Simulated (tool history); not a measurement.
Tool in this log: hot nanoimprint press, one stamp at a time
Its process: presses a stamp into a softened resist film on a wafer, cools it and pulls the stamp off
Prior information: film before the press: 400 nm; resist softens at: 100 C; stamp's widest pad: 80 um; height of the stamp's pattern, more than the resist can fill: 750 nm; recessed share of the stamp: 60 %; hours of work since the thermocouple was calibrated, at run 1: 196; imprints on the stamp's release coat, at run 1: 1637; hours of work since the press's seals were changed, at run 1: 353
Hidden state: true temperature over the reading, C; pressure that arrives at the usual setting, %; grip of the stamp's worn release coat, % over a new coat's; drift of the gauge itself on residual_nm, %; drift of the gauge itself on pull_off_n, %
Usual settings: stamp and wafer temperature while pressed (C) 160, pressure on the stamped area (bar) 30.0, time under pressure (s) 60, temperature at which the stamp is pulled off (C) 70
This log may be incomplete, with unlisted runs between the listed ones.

run	day	stamp and wafer temperature while pressed (C)	pressure on the stamped area (bar)	time under pressure (s)	temperature at which the stamp is pulled off (C)	hours of work since the thermocouple was calibrated	imprints on the stamp's release coat	hours of work since the press's seals were changed	resist left under the stamp's widest pad (nm)	greatest force while the stamp is pulled off (N)
1	0.000	160	30.0	60	70	196	1637	353	221.3	219
2	0.408	160	19.1	60	70	203	1660	360	256.6	227
3	1.288	160	19.1	60	70	217	1710	375	257.8	222
4	1.858	160	19.1	60	70	226	1742	384	257.2	228
5	2.621	160	19.1	34	70	239	1785	397	299.1	220
6	3.417	160	19.1	34	70	252	1830	410	298.9	222
7	3.900	160	19.1	34	70	260	1857	418	299.0	222
8	4.433	160	19.1	34	70	269	1887	426	300.8	221
9	5.017	160	19.8	60	70	278	1920	436	255.5	227
10	5.612	160	19.8	60	70	288	1954	446	256.5	222
11	6.067	160	30.0	60	76	296	1980	453	222.6	199
12	6.821	160	30.0	60	70	308	2022	466	224.3	223
13	7.633	160	30.0	60	70	322	2068	479	224.7	230
14	8.362	160	30.0	60	70	334	2109	491	223.9	229
15	9.217	160	30.0	60	70	348	2157	505	224.2	220
16	9.983	160	30.0	60	70	360	2200	518	224.2	214
17	10.804	153	33.8	60	75	374	2247	531	298.1	201
18	11.696	158	20.7	48	69	388	2297	546	293.4	241
19	12.517	158	21.4	48	78	402	2343	560	291.6	197
# day 13.196: stamp cleaned and given a new release coat
20	13.379	167	46.1	112	58	412	11	570	94.8	255
21	14.229	160	30.0	39	68	426	59	584	260.5	225
22	14.671	160	30.0	39	68	433	84	591	258.9	232
23	15.271	160	43.5	60	71	443	118	601	197.2	209
24	16.008	152	42.0	60	70	455	159	613	297.6	214
# day 16.938: plate thermocouple calibrated
25	16.938	154	30.0	56	70	0	205	626	302.2	215
26	17.808	154	30.0	56	70	14	254	640	301.5	220
27	18.304	159	30.0	56	60	23	281	649	242.4	253
28	18.838	160	36.6	115	75	31	312	657	162.8	206
29	19.525	158	41.6	54	60	43	350	669	233.7	247

Alternative continuations, all from the tool just after run 29; predict every row:
A	19.942	160	30.0	40	70	49	374	676	?	?
B	19.942	158	28.0	60	60	49	374	676	?	?
C	19.942	157	33.1	60	67	49	374	676	?	?
D	19.942	158	41.6	87	61	49	374	676	?	?
E	19.942	158	18.5	65	56	49	374	676	?	?

run	resist left under the stamp's widest pad (nm)	greatest force while the stamp is pulled off (N)
A	258.3	219
B	254.8	261
C	253.5	219
D	195.9	252
E	280.4	255
With the hidden condition removed and each run's random variation left untouched, the same runs would have given:
run	resist left under the stamp's widest pad (nm)	greatest force while the stamp is pulled off (N)
A	254.1	218
B	250.7	260
C	249.4	218
D	192.6	252
E	275.8	255
